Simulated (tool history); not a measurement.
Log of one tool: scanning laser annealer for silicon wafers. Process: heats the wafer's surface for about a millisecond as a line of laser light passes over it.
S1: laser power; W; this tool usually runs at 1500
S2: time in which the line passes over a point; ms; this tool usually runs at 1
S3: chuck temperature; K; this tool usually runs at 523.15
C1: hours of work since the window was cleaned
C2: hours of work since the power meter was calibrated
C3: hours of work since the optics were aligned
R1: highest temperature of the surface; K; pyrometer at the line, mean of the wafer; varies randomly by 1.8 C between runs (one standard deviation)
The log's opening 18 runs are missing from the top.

| run | day | S1 | S2 | S3 | C1 | C2 | C3 | R1 |
|---|---|---|---|---|---|---|---|---|
| 19 | 4.792 | 1286 | 1 | 503.15 | 428 | 117 | 722 | 1158.15 |
| 20 | 5.062 | 1286 | 1 | 503.15 | 432 | 122 | 727 | 1158.15 |
| 21 | 5.412 | 1358 | 1.08 | 510.15 | 438 | 128 | 733 | 1226.15 |
| 22 | 5.7 | 1384 | 1.08 | 543.15 | 443 | 133 | 738 | 1274.15 |
| 23 | 6.054 | 1384 | 1.08 | 543.15 | 449 | 139 | 743 | 1274.15 |
| 24 | 6.288 | 1384 | 1.08 | 543.15 | 453 | 142 | 747 | 1272.15 |
| 25 | 6.571 | 1384 | 1.08 | 543.15 | 458 | 147 | 752 | 1271.15 |
| 26 | 6.888 | 1384 | 1.08 | 543.15 | 463 | 152 | 757 | 1273.15 |
| 27 | 7.267 | 1344 | 0.88 | 537.15 | 469 | 159 | 764 | 1184.15 |
| 28 | 7.546 | 1344 | 0.8 | 483.15 | 474 | 163 | 768 | 1105.15 |
| 29 | 7.712 | 1344 | 0.8 | 487.15 | 477 | 166 | 771 | 1111.15 |
| 30 | 8.062 | 1473 | 0.95 | 523.15 | 482 | 172 | 777 | 1256.15 |
| 31 | 8.333 | 1538 | 0.95 | 523.15 | 487 | 177 | 782 | 1289.15 |
| 32 | 8.712 | 1500 | 0.93 | 487.15 | 493 | 183 | 788 | 1230.15 |
| 33 | 9.05 | 1299 | 0.76 | 534.15 | 499 | 189 | 794 | 1124.15 |
| 34 | 9.3 | 1503 | 0.94 | 534.15 | 503 | 193 | 798 | 1282.15 |
| 35 | 9.629 | 1503 | 0.82 | 534.15 | 509 | 198 | 803 | 1238.15 |
| 36 | 9.908 | 1609 | 1.08 | 534.15 | 513 | 203 | 808 | 1382.15 |
| 37 | 10.167 | 1381 | 0.77 | 534.15 | 518 | 207 | 812 | 1161.15 |
| 38 | 10.421 | 1381 | 0.77 | 534.15 | 522 | 212 | 817 | 1163.15 |
| 39 | 10.8 | 1338 | 1.25 | 523.15 | 528 | 218 | 823 | 1273.15 |
| 40 | 11.05 | 1455 | 0.96 | 523.15 | 532 | 222 | 827 | 1253.15 |

Alternative continuations, all from the tool just after run 40; predict every row:
| A | 11.425 | 1455 | 0.91 | 541.15 | 539 | 228 | 833 | ? |
| B | 11.425 | 1542 | 0.77 | 513.15 | 539 | 228 | 833 | ? |
| C | 11.425 | 1488 | 0.93 | 527.15 | 539 | 228 | 833 | ? |

| run | R1 |
|---|---|
| A | 1252.15 |
| B | 1214.15 |
| C | 1262.15 |
What these runs would have given with no unlogged condition in the tool:
| run | R1 |
|---|---|
| A | 1252.15 |
| B | 1215.15 |
| C | 1263.15 |

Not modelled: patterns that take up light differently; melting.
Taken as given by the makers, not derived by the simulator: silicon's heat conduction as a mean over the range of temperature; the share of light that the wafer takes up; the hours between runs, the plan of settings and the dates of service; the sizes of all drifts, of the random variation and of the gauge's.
